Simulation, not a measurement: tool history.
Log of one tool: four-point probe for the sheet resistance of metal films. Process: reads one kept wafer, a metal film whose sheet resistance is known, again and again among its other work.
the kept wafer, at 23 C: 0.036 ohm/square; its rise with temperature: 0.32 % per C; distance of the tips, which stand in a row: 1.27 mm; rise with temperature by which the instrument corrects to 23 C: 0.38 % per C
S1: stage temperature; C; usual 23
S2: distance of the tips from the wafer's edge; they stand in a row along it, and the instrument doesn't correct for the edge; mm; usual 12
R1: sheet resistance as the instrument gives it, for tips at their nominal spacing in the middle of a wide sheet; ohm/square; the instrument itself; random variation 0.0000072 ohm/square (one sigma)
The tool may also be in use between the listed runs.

run,hour,S1,S2,R1
1,0,23,12,0.036125
2,8.5,23,20,0.035999
3,26.2,23,20,0.035996
4,43.3,23,4,0.037765
5,52.8,23,4,0.037746
6,60.9,23,4,0.037756
7,78.4,20,12,0.036197
8,86.4,23,12,0.036125
9,97.3,23,12,0.036129
10,105.9,23,12,0.036135
11,117.4,23,12,0.036133
12,135.6,23,12,0.036102
13,154.1,23,12,0.036117
14,167.1,23,12,0.036096
15,180.9,23,6,0.036738
# hour 182.2: stage's thermometer calibrated
16,197.3,21,13,0.03613
17,206.3,21,13,0.036114
18,215,24,7,0.036492
19,228.2,19,29,0.036009
# hour 235.3: stage's thermometer calibrated, once more
20,245.8,21,4,0.037794
21,259.1,21,4,0.037786
22,267.5,26,3,0.038967
23,281.1,26,3,0.038947
24,289.1,19,20,0.03607
25,297.4,30,12,0.035953
26,310.3,19,47,0.035993
27,322.5,19,47,0.036006

4 ways to go on from here, each from the tool as it stands after run 27. What would each give?
A,337.6,32,11,?
B,337.6,27,4,?
C,337.6,23,23,?
D,337.6,29,31,?

run,R1
A,0.035967
B,0.037641
C,0.035934
D,0.035798
Without the tool's hidden state the same runs would have given:
run,R1
A,0.036073
B,0.037751
C,0.03604
D,0.035904

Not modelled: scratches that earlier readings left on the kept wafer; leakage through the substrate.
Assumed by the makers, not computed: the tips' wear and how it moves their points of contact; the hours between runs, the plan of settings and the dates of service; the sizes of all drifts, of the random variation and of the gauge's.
